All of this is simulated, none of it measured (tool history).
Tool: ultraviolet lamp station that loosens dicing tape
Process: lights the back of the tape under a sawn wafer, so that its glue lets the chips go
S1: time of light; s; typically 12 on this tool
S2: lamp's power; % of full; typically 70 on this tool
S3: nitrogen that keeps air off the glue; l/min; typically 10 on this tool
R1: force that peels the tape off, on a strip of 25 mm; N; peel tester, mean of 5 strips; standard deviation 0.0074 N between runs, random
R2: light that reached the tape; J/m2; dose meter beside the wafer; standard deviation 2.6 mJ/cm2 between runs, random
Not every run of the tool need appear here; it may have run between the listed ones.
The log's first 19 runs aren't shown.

run,hour,S1,S2,S3,R1,R2
20,688.7,12,70,12,0.245,3310
21,715.2,12,70,12,0.248,3320
22,744.0,7,70,10,0.977,1880
23,789.6,7,70,10,1.044,1960
24,839.5,7,91,5,0.966,2510
25,880.7,12,78,3,0.596,3650
26,935.5,24,70,17,0.087,6580
27,987.0,11,99,4,0.302,4280
28,1034.5,15,99,4,0.151,5840
# hour 1063.2: window cleaned of glue's vapour
29,1088.7,15,99,4,0.144,5810
30,1120.1,15,99,4,0.141,5830
31,1151.0,15,99,4,0.143,5860
32,1189.2,12,98,12,0.109,4660
33,1243.2,12,97,7,0.161,4580
34,1278.7,12,97,7,0.162,4530
35,1331.4,7,67,7,1.356,1820
36,1384.2,7,67,7,1.366,1850
37,1414.8,7,67,7,1.369,1860
38,1448.2,11,69,3,0.961,2970
39,1495.8,11,69,3,1.019,2980
40,1544.1,13,88,10,0.141,4570
41,1577.5,13,88,10,0.139,4470
42,1623.0,12,70,15,0.199,3320
43,1669.1,8,78,20,0.364,2420

What if the next run were any one of these 4? Each begins from the tool's condition after run 43:
A,1714.4,22,70,7,?,?
B,1714.4,8,82,20,?,?
C,1714.4,17,70,14,?,?
D,1714.4,11,76,9,?,?

run,R1,R2
A,0.099,6110
B,0.328,2520
C,0.110,4690
D,0.294,3290
Without the tool's unlogged condition, the same runs would have read:
run,R1,R2
A,0.098,6120
B,0.326,2530
C,0.110,4700
D,0.293,3290
